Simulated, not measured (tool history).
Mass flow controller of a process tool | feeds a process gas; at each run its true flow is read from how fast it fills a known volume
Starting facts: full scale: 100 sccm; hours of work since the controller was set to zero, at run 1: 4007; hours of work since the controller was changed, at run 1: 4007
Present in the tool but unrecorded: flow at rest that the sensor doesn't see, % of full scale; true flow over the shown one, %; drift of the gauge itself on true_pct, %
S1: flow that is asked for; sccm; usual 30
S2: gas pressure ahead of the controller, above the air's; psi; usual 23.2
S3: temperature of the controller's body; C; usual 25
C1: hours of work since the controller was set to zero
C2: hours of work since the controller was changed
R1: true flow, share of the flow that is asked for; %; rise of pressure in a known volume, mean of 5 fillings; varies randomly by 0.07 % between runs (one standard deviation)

run	hour	S1	S2	S3	C1	C2	R1
1	0	30	23.2	25	4007	4007	99.64
2	381.9	30	23.2	25	4127	4127	99.67
3	658.4	30	23.2	25	4214	4214	99.82
# hour 728.5: controller's zero set anew
4	974.9	30	23.2	25	78	4313	101.49
# hour 1322.7: controller's zero set anew, once more
5	1381.5	30	23.2	25	18	4441	96.59
6	1617.6	30	23.2	25	93	4515	96.44
7	1816.8	30	31.2	25	155	4578	96.36
8	2107.5	30	31.2	25	247	4669	96.48
9	2284.4	30	31.2	25	303	4725	96.34
10	2600.1	30	31.2	25	402	4824	96.48
11	2770.2	25	31.2	25	455	4878	96.51
12	2935	25	31.2	25	507	4930	96.56
13	3245.2	25	31.2	25	605	5027	96.42
14	3508.1	30	23.5	25	688	5110	96.66
15	3686.9	18	23.5	25	744	5166	96.78
16	4050.8	18	23.5	25	858	5281	97
17	4334.8	18	23.5	25	948	5370	97
18	4651.4	44	23.2	25	1047	5470	97.02
19	4927.2	18	23.2	25	1134	5557	97.15
20	5161.3	19	23.2	33	1208	5630	96.99
21	5469.6	17	21	30	1305	5727	97.48
22	5833.3	17	21	30	1419	5842	97.5
23	6203.8	12	27.8	40	1536	5958	98.05
24	6602.9	12	25.7	37	1662	6084	98.37
25	6945.9	19	23.2	33	1769	6192	97.47
26	7348.6	19	23.2	33	1896	6319	97.42
27	7540	13	23.1	34	1956	6379	98.62
28	7933	89	26.1	33	2080	6503	97.44
29	8279.9	18	26.1	29	2189	6612	97.71
30	8492.1	14	40	25	2256	6679	98.42
31	8695	41	35.5	25	2320	6742	96.81
32	8974.4	30	21.5	22	2408	6830	97.42
33	9194.5	30	29.7	33	2477	6900	96.87

Same runs, no hidden state in the tool, same run-to-run variation:
run	R1
1	98.22
2	98.22
3	98.34
4	98.32
5	98.29
6	98.11
7	98.02
8	98.11
9	97.96
10	98.07
11	97.98
12	98.01
13	97.82
14	98.15
15	97.78
16	97.91
17	97.83
18	98.7
19	97.82
20	97.69
21	97.9
22	97.82
23	97.34
24	97.47
25	97.77
26	97.63
27	97.6
28	99.63
29	97.52
30	97.29
31	98.29
32	98.37
33	97.79
